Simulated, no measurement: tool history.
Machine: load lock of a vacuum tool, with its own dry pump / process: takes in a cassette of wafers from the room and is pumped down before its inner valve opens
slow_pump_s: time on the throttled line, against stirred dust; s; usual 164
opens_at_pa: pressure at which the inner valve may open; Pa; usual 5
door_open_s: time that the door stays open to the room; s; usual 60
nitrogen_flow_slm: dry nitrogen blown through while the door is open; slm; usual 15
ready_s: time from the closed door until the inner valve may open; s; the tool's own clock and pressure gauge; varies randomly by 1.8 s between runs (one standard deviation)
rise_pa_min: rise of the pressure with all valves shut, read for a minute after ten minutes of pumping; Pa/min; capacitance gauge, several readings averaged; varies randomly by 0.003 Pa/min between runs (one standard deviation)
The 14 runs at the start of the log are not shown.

run,hour,slow_pump_s,opens_at_pa,door_open_s,nitrogen_flow_slm,"incoming humidity of the room's air, %",ready_s,rise_pa_min
# hour 6423.1: door's seal changed, seat wiped
15,6545.3,182,5,60,15,44.0,325.3,0.014
16,7084.6,182,5,60,15,44.3,328.8,0.026
17,7454.7,182,5,60,15,44.0,331.0,0.030
18,7852.2,182,5,60,15,47.5,331.0,0.038
19,8466.4,96,5,98,11,44.9,269.0,0.064
20,8908.7,96,7,116,11,42.8,264.5,0.071
21,9371.3,96,7,116,11,44.6,265.4,0.090
22,9842.7,115,5,60,22,41.3,285.1,0.098
23,10239.4,115,5,60,22,41.1,289.2,0.103
24,10670.2,252,5,60,22,42.0,389.8,0.125
25,11271.6,184,5,60,24,49.8,339.2,0.156
26,11795.2,184,5,60,24,46.2,341.1,0.184
27,12411.6,324,5,60,23,44.9,434.5,0.215
28,12691.7,143,5,60,5,44.4,314.8,0.244
29,13213.2,144,6,224,15,45.0,309.2,0.280
# hour 13654.3: dry pump taken out, an overhauled one fitted
30,13839.6,164,5,60,30,41.8,288.2,0.309
31,14122.1,164,5,60,30,44.2,292.5,0.332
# hour 14401.3: door's seal changed, seat wiped
32,14577.3,264,5,92,15,42.6,373.1,0.021
33,14880.8,264,5,29,15,44.6,369.8,0.021
34,15406.5,264,5,29,15,45.9,365.8,0.030
35,15807.8,164,5,161,5,44.0,292.8,0.060
36,16127.0,164,5,60,15,44.3,293.9,0.047

Here are 5 independent what-if runs from the current tool condition. What would each one return?
A,16529.9,164,5,25,38,42.2,?,?
B,16529.9,108,5,60,12,46.4,?,?
C,16529.9,320,7,118,15,47.0,?,?
D,16529.9,164,7,87,12,44.5,?,?
E,16529.9,323,5,237,15,45.7,?,?

run,ready_s,rise_pa_min
A,295.1,0.052
B,253.5,0.061
C,403.4,0.064
D,290.3,0.064
E,416.3,0.071
Had the tool no hidden state, the same runs would have come out as:
run,ready_s,rise_pa_min
A,293.7,0.009
B,251.9,0.018
C,402.1,0.020
D,288.9,0.020
E,415.3,0.027

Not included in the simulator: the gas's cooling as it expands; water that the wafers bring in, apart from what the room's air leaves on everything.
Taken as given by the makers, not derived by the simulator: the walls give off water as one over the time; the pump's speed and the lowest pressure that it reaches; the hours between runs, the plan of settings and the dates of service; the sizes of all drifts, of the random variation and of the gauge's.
